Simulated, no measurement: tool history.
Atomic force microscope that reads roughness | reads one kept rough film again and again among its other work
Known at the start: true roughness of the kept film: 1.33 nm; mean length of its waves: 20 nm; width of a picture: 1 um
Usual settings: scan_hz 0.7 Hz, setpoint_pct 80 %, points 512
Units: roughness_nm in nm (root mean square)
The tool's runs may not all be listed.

run	hour	scan_hz	setpoint_pct	points	roughness_nm
1	0	0.7	80	512	0.993
2	19.5	0.7	80	512	0.969
3	50.1	0.7	68	512	0.94
4	68.6	0.7	80	512	0.898
# hour 83: new tip fitted
5	103.3	0.7	80	512	1.086
6	130.3	2.938	80	512	0.882
7	147.3	0.7	80	512	1.012
8	183.6	0.7	80	512	0.956
9	215.3	0.7	72	512	0.937
# hour 240.6: new tip fitted
10	250.9	0.7	72	512	1.119
11	288.8	0.7	79	512	1.037
# hour 291.7: height scale calibrated on a step standard
12	320.3	2.037	68	535	0.969
13	345.5	1.212	69	512	0.956
14	379.1	1.212	69	512	0.925
# hour 398.1: new tip fitted
15	409.4	1.212	69	512	1.11
# hour 438.1: height scale calibrated on a step standard, once more
16	444	1.212	69	512	1.072
17	478.5	1.212	69	512	1.002
18	518.1	1.212	69	406	0.934
19	536	1.449	84	303	0.839
# hour 556.6: new tip fitted
20	571.3	1.198	70	534	1.11
21	589.5	0.807	65	904	1.108
22	607.2	0.807	65	904	1.083

3 ways to go on from here, each from the tool as it stands after run 22. What would each give?
A	648.6	2.105	65	308	?
B	648.6	0.502	65	365	?
C	648.6	1.573	80	544	?

run	roughness_nm
A	0.95
B	1.026
C	0.924
Without the tool's hidden state the same runs would have given:
run	roughness_nm
A	1.088
B	1.175
C	1.058

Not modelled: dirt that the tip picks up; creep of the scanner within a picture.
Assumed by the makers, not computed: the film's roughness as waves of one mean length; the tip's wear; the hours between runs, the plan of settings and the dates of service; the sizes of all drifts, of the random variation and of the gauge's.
